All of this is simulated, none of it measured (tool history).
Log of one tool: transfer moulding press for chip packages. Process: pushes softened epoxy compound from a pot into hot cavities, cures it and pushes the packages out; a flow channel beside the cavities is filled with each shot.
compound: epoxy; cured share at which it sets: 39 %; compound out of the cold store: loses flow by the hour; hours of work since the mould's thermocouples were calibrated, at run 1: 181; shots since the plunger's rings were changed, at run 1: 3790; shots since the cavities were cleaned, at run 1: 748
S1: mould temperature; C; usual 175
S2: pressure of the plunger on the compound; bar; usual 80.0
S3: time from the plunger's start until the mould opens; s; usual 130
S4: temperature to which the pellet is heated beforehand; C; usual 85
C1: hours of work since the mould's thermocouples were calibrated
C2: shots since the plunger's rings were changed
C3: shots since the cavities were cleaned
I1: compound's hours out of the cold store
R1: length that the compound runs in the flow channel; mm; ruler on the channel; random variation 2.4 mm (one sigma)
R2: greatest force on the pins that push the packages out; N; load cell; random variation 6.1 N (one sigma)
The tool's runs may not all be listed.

run	hour	S1	S2	S3	S4	C1	C2	C3	I1	R1	R2
1	0.0	175	80.0	130	85	181	3790	748	30.2	939	396
# hour 20.4: cavities cleaned with cleaning compound and waxed
2	23.5	175	80.0	130	85	193	3958	24	32.5	925	246
3	64.4	175	80.0	130	91	216	4270	336	36.5	909	323
# hour 72.8: plunger's sealing rings changed
4	112.7	175	80.0	130	85	242	305	686	26.7	977	378
# hour 140.7: cavities cleaned with cleaning compound and waxed
5	157.2	178	80.0	130	85	265	633	126	47.4	894	275
6	178.6	178	80.0	130	85	277	797	290	19.8	976	327
7	209.3	170	80.0	130	85	294	1031	524	19.9	1033	450
8	235.0	170	80.0	130	85	309	1227	720	8.9	1072	499
# hour 256.6: cavities cleaned with cleaning compound and waxed
9	261.3	175	80.0	110	85	322	1417	36	22.4	980	280
10	290.3	175	74.8	139	85	339	1638	257	10.2	991	307
11	326.9	179	74.8	139	76	359	1917	536	42.7	859	364
12	361.0	175	80.0	130	91	378	2177	796	22.2	979	384
# hour 372.9: cavities cleaned with cleaning compound and waxed
13	397.1	179	80.0	129	86	397	2442	185	23.4	941	292
14	425.4	175	77.4	130	85	413	2658	401	16.6	972	344
15	465.9	175	77.4	130	85	435	2967	710	37.2	903	383
# hour 488.6: cavities cleaned with cleaning compound and waxed
16	489.5	175	80.0	131	84	448	3136	7	35.6	924	234

Hidden state at the last listed run before each entry between runs and at the first one after, where it differs:
Between runs 1 and 2: cavities cleaned with cleaning compound and waxed (hour 20.4)
  true mould temperature over the reading, C: 0.45 -> 0.47; pressure that reaches the compound, % of what is set: 93.56 -> 93.25; grip of the stained cavities, % over clean ones': 66.2 -> 5.9
  measured less the result without the state, R1: -34 -> -36 mm; R2: +154 -> +11 N
Between runs 3 and 4: plunger's sealing rings changed (hour 72.8)
  true mould temperature over the reading, C: 0.52 -> 0.58; pressure that reaches the compound, % of what is set: 92.75 -> 99.34; grip of the stained cavities, % over clean ones': 46.9 -> 65.7
  measured less the result without the state, R1: -38 -> -7 mm; R2: +102 -> +148 N
Between runs 4 and 5: cavities cleaned with cleaning compound and waxed (hour 140.7)
  true mould temperature over the reading, C: 0.58 -> 0.63; pressure that reaches the compound, % of what is set: 99.34 -> 98.77; grip of the stained cavities, % over clean ones': 65.7 -> 22.7
  measured less the result without the state, R1: -7 -> -9 mm; R2: +148 -> +50 N
Between runs 8 and 9: cavities cleaned with cleaning compound and waxed (hour 256.6)
  true mould temperature over the reading, C: 0.72 -> 0.75; pressure that reaches the compound, % of what is set: 97.79 -> 97.48; grip of the stained cavities, % over clean ones': 66.7 -> 7.1
  measured less the result without the state, R1: -18 -> -17 mm; R2: +185 -> +7 N
Between runs 12 and 13: cavities cleaned with cleaning compound and waxed (hour 372.9)
  true mould temperature over the reading, C: 0.87 -> 0.9; pressure that reaches the compound, % of what is set: 96.14 -> 95.65; grip of the stained cavities, % over clean ones': 69.3 -> 31.8
  measured less the result without the state, R1: -25 -> -26 mm; R2: +155 -> +68 N
Between runs 15 and 16: cavities cleaned with cleaning compound and waxed (hour 488.6)
  true mould temperature over the reading, C: 0.99 -> 1.01; pressure that reaches the compound, % of what is set: 94.76 -> 94.47; grip of the stained cavities, % over clean ones': 66.1 -> 2.8
  measured less the result without the state, R1: -31 -> -33 mm; R2: +146 -> +1 N
